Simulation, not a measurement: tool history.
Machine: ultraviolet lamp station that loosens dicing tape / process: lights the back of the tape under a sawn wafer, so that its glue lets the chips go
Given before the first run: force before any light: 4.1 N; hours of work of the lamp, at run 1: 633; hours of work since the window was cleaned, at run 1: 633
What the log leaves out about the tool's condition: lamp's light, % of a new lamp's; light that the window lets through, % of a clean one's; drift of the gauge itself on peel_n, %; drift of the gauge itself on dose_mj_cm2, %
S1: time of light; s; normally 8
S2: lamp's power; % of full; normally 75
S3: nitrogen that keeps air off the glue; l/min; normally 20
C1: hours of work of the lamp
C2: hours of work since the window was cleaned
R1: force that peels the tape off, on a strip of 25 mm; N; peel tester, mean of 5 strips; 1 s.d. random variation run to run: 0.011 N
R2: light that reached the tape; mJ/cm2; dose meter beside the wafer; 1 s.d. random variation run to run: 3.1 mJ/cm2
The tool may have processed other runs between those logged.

Run 1, hour 0: usual settings; C1 633; C2 633. Result: R1 0.752 N, R2 341 mJ/cm2.
At hour 28.5: window cleaned of glue's vapour.
Run 2, hour 60.1: usual settings but S2 80 % of full; C1 659; C2 14. Result: R1 0.661 N, R2 383 mJ/cm2.
Run 3, hour 137.7: usual settings but S2 80 % of full; C1 692; C2 47. Result: R1 0.65 N, R2 377 mJ/cm2.
Run 4, hour 184.3: usual settings but S2 80 % of full; C1 712; C2 67. Result: R1 0.668 N, R2 372 mJ/cm2.
Run 5, hour 235.8: usual settings; C1 734; C2 89. Result: R1 0.737 N, R2 342 mJ/cm2.
Run 6, hour 285: usual settings; C1 756; C2 111. Result: R1 0.768 N, R2 338 mJ/cm2.
Run 7, hour 351.3: usual settings; C1 784; C2 139. Result: R1 0.767 N, R2 330 mJ/cm2.
Run 8, hour 447: usual settings; C1 825; C2 180. Result: R1 0.807 N, R2 326 mJ/cm2.
Run 9, hour 528.2: usual settings; C1 860; C2 215. Result: R1 0.806 N, R2 314 mJ/cm2.
Run 10, hour 603.4: usual settings; C1 893; C2 248. Result: R1 0.883 N, R2 311 mJ/cm2.
Run 11, hour 694.2: usual settings; C1 932; C2 287. Result: R1 0.89 N, R2 301 mJ/cm2.
Run 12, hour 735.2: usual settings; C1 950; C2 305. Result: R1 0.906 N, R2 302 mJ/cm2.
At hour 773.7: lamp changed.
Run 13, hour 821.6: usual settings; C1 21; C2 341. Result: R1 0.5 N, R2 449 mJ/cm2.
Run 14, hour 904.3: usual settings; C1 56; C2 377. Result: R1 0.507 N, R2 451 mJ/cm2.
Run 15, hour 951.6: usual settings but S2 68 % of full; C1 77; C2 397. Result: R1 0.595 N, R2 402 mJ/cm2.
Run 16, hour 1025.2: usual settings but S2 69 % of full; C1 108; C2 429. Result: R1 0.58 N, R2 399 mJ/cm2.
Run 17, hour 1072.5: usual settings but S1 7 s; C1 129; C2 449. Result: R1 0.635 N, R2 375 mJ/cm2.
Run 18, hour 1126.3: usual settings but S1 7 s; C1 152; C2 473. Result: R1 0.675 N, R2 368 mJ/cm2.
Run 19, hour 1202.2: usual settings but S1 6 s; C1 185; C2 505. Result: R1 0.835 N, R2 313 mJ/cm2.
Run 20, hour 1275.5: usual settings but S1 6 s; C1 216; C2 537. Result: R1 0.891 N, R2 313 mJ/cm2.
Run 21, hour 1353: usual settings but S1 6 s; C1 250; C2 570. Result: R1 0.903 N, R2 303 mJ/cm2.
Run 22, hour 1430.6: usual settings but S1 6 s; C1 283; C2 604. Result: R1 0.871 N, R2 297 mJ/cm2.
Run 23, hour 1500.4: usual settings but S1 5 s, S2 84 % of full, S3 6 l/min; C1 313; C2 634. Result: R1 1.613 N, R2 276 mJ/cm2.
At hour 1530.6: window cleaned of glue's vapour.
Run 24, hour 1550.2: usual settings but S1 7 s, S3 25 l/min; C1 334; C2 8. Result: R1 0.658 N, R2 357 mJ/cm2.
Run 25, hour 1612.4: usual settings but S1 7 s, S3 25 l/min; C1 361; C2 35. Result: R1 0.67 N, R2 351 mJ/cm2.
Run 26, hour 1675.2: usual settings but S1 12 s, S2 81 % of full, S3 6 l/min; C1 388; C2 62. Result: R1 0.581 N, R2 640 mJ/cm2.
Run 27, hour 1757.9: usual settings but S1 12 s, S2 81 % of full, S3 6 l/min; C1 424; C2 98. Result: R1 0.609 N, R2 627 mJ/cm2.
Run 28, hour 1798: usual settings but S3 8 l/min; C1 441; C2 115. Result: R1 1.032 N, R2 381 mJ/cm2.
Run 29, hour 1846.8: usual settings but S1 4 s, S3 26 l/min; C1 462; C2 136. Result: R1 1.377 N, R2 189 mJ/cm2.
Run 30, hour 1913.3: usual settings but S1 4 s, S3 26 l/min; C1 491; C2 165. Result: R1 1.386 N, R2 187 mJ/cm2.
Run 31, hour 1960.4: usual settings but S1 4 s, S3 26 l/min; C1 511; C2 185. Result: R1 1.36 N, R2 181 mJ/cm2.
Run 32, hour 2049.9: usual settings but S1 4 s, S3 26 l/min; C1 550; C2 224. Result: R1 1.45 N, R2 183 mJ/cm2.
Run 33, hour 2116.5: usual settings but S1 4 s, S3 26 l/min; C1 578; C2 252. Result: R1 1.49 N, R2 178 mJ/cm2.
Run 34, hour 2189.9: usual settings but S1 4 s, S3 26 l/min; C1 610; C2 284. Result: R1 1.532 N, R2 177 mJ/cm2.
Run 35, hour 2241.5: usual settings but S2 79 % of full; C1 632; C2 306. Result: R1 0.682 N, R2 366 mJ/cm2.
Run 36, hour 2313.7: usual settings but S2 90 % of full, S3 21 l/min; C1 663; C2 337. Result: R1 0.575 N, R2 413 mJ/cm2.
Run 37, hour 2398.5: usual settings but S2 94 % of full, S3 33 l/min; C1 700; C2 374. Result: R1 0.464 N, R2 416 mJ/cm2.
Run 38, hour 2463.1: usual settings but S2 94 % of full, S3 33 l/min; C1 728; C2 402. Result: R1 0.445 N, R2 406 mJ/cm2.
Run 39, hour 2554.9: usual settings but S1 7 s, S2 93 % of full, S3 6 l/min; C1 767; C2 441. Result: R1 1.315 N, R2 347 mJ/cm2.
Run 40, hour 2633.3: usual settings but S1 7 s, S2 93 % of full, S3 6 l/min; C1 801; C2 475. Result: R1 1.29 N, R2 341 mJ/cm2.
Run 41, hour 2679.1: usual settings but S1 7 s, S2 93 % of full, S3 6 l/min; C1 821; C2 495. Result: R1 1.323 N, R2 339 mJ/cm2.
Run 42, hour 2741.3: usual settings but S1 13 s, S2 67 % of full, S3 6 l/min; C1 848; C2 522. Result: R1 0.968 N, R2 443 mJ/cm2.
Run 43, hour 2795.4: usual settings but S1 16 s, S2 88 % of full, S3 15 l/min; C1 871; C2 545. Result: R1 0.31 N, R2 708 mJ/cm2.

Selected run-to-run steps in R1, each split into two signed amounts: the part the tool would show with no hidden state at all (from settings, incoming material and random variation), and the remainder, which goes to the hidden state together with any gauge scatter not common to the measured and the hidden-state-free results:
Run 12 -> 13: lamp changed. R1 -0.406 N: hidden state -0.405, all else -0.001.
Run 23 -> 24: S1 5 -> 7, S2 84 -> 75, S3 6 -> 25, window cleaned of glue's vapour. R1 -0.955 N: hidden state -0.126, all else -0.829.
Run 34 -> 35: S1 4 -> 8, S2 75 -> 79, S3 26 -> 20. R1 -0.85 N: hidden state -0.171, all else -0.679.
Run 38 -> 39: S1 8 -> 7, S2 94 -> 93, S3 33 -> 6. R1 +0.87 N: hidden state +0.332, all else +0.538.
Run 42 -> 43: S1 13 -> 16, S2 67 -> 88, S3 6 -> 15. R1 -0.658 N: hidden state -0.359, all else -0.299.

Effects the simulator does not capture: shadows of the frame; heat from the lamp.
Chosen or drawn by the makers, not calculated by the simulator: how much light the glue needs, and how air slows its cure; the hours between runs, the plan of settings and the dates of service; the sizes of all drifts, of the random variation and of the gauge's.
